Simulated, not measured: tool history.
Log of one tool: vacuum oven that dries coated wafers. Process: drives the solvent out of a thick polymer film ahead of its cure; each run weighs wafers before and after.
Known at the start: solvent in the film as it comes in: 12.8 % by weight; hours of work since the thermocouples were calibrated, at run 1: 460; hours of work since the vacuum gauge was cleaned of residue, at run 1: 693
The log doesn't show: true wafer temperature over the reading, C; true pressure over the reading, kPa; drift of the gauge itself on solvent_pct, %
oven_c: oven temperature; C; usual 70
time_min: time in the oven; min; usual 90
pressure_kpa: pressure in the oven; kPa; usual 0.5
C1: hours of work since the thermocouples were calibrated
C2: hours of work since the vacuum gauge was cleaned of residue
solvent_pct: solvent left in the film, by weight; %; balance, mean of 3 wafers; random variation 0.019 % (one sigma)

run 1 hour=0 | oven_c=70 time_min=90 pressure_kpa=0.5 | C1=460 C2=693 | solvent_pct=1.21
run 2 hour=41.7 | oven_c=70 time_min=90 pressure_kpa=0.5 | C1=481 C2=715 | solvent_pct=1.21
run 3 hour=114.9 | oven_c=70 time_min=90 pressure_kpa=0.5 | C1=519 C2=753 | solvent_pct=1.23
run 4 hour=187.2 | oven_c=70 time_min=90 pressure_kpa=0.5 | C1=557 C2=790 | solvent_pct=1.22
run 5 hour=260 | oven_c=70 time_min=90 pressure_kpa=0.5 | C1=594 C2=828 | solvent_pct=1.26
run 6 hour=318.4 | oven_c=70 time_min=90 pressure_kpa=0.5 | C1=624 C2=858 | solvent_pct=1.29
run 7 hour=378.1 | oven_c=70 time_min=90 pressure_kpa=0.5 | C1=655 C2=889 | solvent_pct=1.26
run 8 hour=451.3 | oven_c=70 time_min=90 pressure_kpa=0.5 | C1=693 C2=927 | solvent_pct=1.27
run 9 hour=492.9 | oven_c=70 time_min=90 pressure_kpa=0.5 | C1=715 C2=949 | solvent_pct=1.25
run 10 hour=543.1 | oven_c=70 time_min=90 pressure_kpa=0.5 | C1=741 C2=975 | solvent_pct=1.32
run 11 hour=573.4 | oven_c=70 time_min=90 pressure_kpa=0.5 | C1=757 C2=990 | solvent_pct=1.25
run 12 hour=604.6 | oven_c=70 time_min=90 pressure_kpa=0.5 | C1=773 C2=1007 | solvent_pct=1.31
run 13 hour=636.7 | oven_c=66 time_min=107 pressure_kpa=1.818 | C1=789 C2=1023 | solvent_pct=2.41
run 14 hour=668.1 | oven_c=69 time_min=84 pressure_kpa=1.013 | C1=806 C2=1039 | solvent_pct=1.92
run 15 hour=727.2 | oven_c=69 time_min=84 pressure_kpa=1.013 | C1=836 C2=1070 | solvent_pct=1.94
-- hour=745.4 oven's thermocouples calibrated
run 16 hour=770.6 | oven_c=85 time_min=159 pressure_kpa=0.91 | C1=13 C2=1091 | solvent_pct=0.28
run 17 hour=825.2 | oven_c=85 time_min=97 pressure_kpa=1.291 | C1=41 C2=1120 | solvent_pct=0.37
run 18 hour=863.8 | oven_c=81 time_min=58 pressure_kpa=0.5 | C1=61 C2=1140 | solvent_pct=0.5
run 19 hour=933.6 | oven_c=84 time_min=162 pressure_kpa=0.5 | C1=97 C2=1176 | solvent_pct=0.21
run 20 hour=968.7 | oven_c=84 time_min=162 pressure_kpa=0.5 | C1=116 C2=1194 | solvent_pct=0.2
run 21 hour=1034.8 | oven_c=84 time_min=47 pressure_kpa=0.417 | C1=150 C2=1228 | solvent_pct=0.47
run 22 hour=1073 | oven_c=70 time_min=123 pressure_kpa=0.349 | C1=170 C2=1248 | solvent_pct=0.63
run 23 hour=1130.9 | oven_c=70 time_min=123 pressure_kpa=0.349 | C1=200 C2=1278 | solvent_pct=0.66

The same runs without the tool's hidden state, with the same run-to-run variation:
run=1 solvent_pct=1.14
run=2 solvent_pct=1.14
run=3 solvent_pct=1.14
run=4 solvent_pct=1.13
run=5 solvent_pct=1.15
run=6 solvent_pct=1.17
run=7 solvent_pct=1.14
run=8 solvent_pct=1.14
run=9 solvent_pct=1.1
run=10 solvent_pct=1.18
run=11 solvent_pct=1.1
run=12 solvent_pct=1.15
run=13 solvent_pct=2.21
run=14 solvent_pct=1.73
run=15 solvent_pct=1.74
run=16 solvent_pct=0.24
run=17 solvent_pct=0.33
run=18 solvent_pct=0.46
run=19 solvent_pct=0.17
run=20 solvent_pct=0.15
run=21 solvent_pct=0.43
run=22 solvent_pct=0.54
run=23 solvent_pct=0.57
